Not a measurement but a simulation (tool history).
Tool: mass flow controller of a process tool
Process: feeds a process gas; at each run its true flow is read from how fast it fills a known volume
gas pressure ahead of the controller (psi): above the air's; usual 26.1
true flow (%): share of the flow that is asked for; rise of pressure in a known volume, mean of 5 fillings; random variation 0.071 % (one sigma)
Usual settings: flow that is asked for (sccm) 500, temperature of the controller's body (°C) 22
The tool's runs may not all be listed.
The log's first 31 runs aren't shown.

run	hour	flow that is asked for (sccm)	gas pressure ahead of the controller (psi)	temperature of the controller's body (°C)	hours of work since the controller was set to zero	hours of work since the controller was changed	true flow (%)
32	5100.2	723	26.1	22	1289	4118	101.21
33	5217.9	404	31.0	35	1349	4178	99.83
34	5373.5	404	39.2	35	1429	4258	100.24
35	5573.5	500	26.5	22	1532	4361	101.02
36	5733.6	500	26.5	22	1614	4443	101.02
37	5886.1	500	26.5	22	1693	4522	101.00
38	6050.7	138	26.5	22	1777	4606	99.98
39	6265.4	138	26.5	22	1888	4717	99.94
40	6481.7	500	21.8	22	1999	4828	100.86

3 ways to go on from here, each from the tool as it stands after run 40. What would each give?
A	6575.1	148	40.5	34	2047	4876	?
B	6575.1	497	33.5	22	2047	4876	?
C	6575.1	500	22.5	22	2047	4876	?

run	true flow (%)
A	99.55
B	101.25
C	100.82
Without the tool's hidden state the same runs would have given:
run	true flow (%)
A	99.48
B	100.29
C	99.86

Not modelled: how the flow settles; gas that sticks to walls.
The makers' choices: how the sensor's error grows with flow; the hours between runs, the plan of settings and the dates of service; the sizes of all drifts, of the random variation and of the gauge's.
